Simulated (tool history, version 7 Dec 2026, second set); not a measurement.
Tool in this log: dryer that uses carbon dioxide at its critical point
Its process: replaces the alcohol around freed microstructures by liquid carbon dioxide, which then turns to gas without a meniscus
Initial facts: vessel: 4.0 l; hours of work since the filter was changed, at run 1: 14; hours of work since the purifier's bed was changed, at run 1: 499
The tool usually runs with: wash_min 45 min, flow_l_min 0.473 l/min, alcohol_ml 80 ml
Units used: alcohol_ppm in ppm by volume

run	hour	wash_min	flow_l_min	alcohol_ml	hours of work since the filter was changed	hours of work since the purifier's bed was changed	alcohol_ppm
1	0	45	0.473	80	14	499	241
2	13.9	45	0.473	80	25	510	245
3	24.7	54	0.473	80	34	518	168
4	43.6	44	0.473	80	48	533	279
5	61.2	44	0.473	80	62	547	287
6	84.8	44	0.473	80	81	565	308
7	96.9	67	0.473	21	90	574	134
8	118.2	43	0.674	80	107	591	164
9	131.8	43	0.587	80	117	602	206
10	144.7	43	0.587	80	127	612	218
11	161.4	29	0.473	80	140	625	1154

Consider 3 possible next runs. They are alternatives, not a sequence: every one starts from the tool as it was left by run 11. What does each give?
A	185	60	0.371	37	159	643	?
B	185	45	0.656	80	159	643	?
C	185	54	0.473	56	159	643	?

run	alcohol_ppm
A	235
B	170
C	193
Without the tool's unlogged condition, the same runs would have read:
run	alcohol_ppm
A	55
B	10
C	29

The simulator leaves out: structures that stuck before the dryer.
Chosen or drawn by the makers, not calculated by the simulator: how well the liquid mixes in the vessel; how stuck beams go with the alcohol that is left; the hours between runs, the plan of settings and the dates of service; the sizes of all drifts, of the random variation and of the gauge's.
